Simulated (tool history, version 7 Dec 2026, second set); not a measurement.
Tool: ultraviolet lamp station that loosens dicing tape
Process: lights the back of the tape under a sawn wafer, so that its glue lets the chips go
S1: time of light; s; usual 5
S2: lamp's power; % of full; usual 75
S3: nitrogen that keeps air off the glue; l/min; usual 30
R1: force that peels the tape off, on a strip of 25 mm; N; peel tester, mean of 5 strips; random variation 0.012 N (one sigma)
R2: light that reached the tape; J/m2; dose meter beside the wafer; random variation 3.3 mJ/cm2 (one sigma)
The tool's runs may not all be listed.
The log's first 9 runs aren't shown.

run    hour  S1  S2  S3     R1    R2
 10   440.1   2  75  30  2.616  1780
 11   501.8   2  75  30  2.559  1760
 12   551.1   2  75  30  2.633  1710
 13   585.6   9  75  30  0.312  7540
      626.8  -- window cleaned of glue's vapour
 14   651.7   5  63  30  0.918  3860
 15   691.2   5  63  30  0.934  3840
 16   732.4   5  63  30  1.003  3730
 17   800.9   5  63  30  0.979  3640
 18   863.8   5  75  30  0.797  4250
 19   907.5   5  64  30    1.1  3510
 20   967.5   9  75  30  0.329  7370
 21  1015.9   5  75  30  0.908  3970
 22  1085.2   5  75  30  0.927  3820
 23  1128.8   2  74  37  2.785  1470
     1153.2  -- window cleaned of glue's vapour
 24  1157.9   7  85  37  0.336  6790

Forecast run 25:
 25  1216.3   3  74  21   ?   ?

Run 25 gave R1 2.053 N, R2 2450 J/m2.
Without the tool's hidden state the same run would have given R1 1.511 N, R2 3140 J/m2.
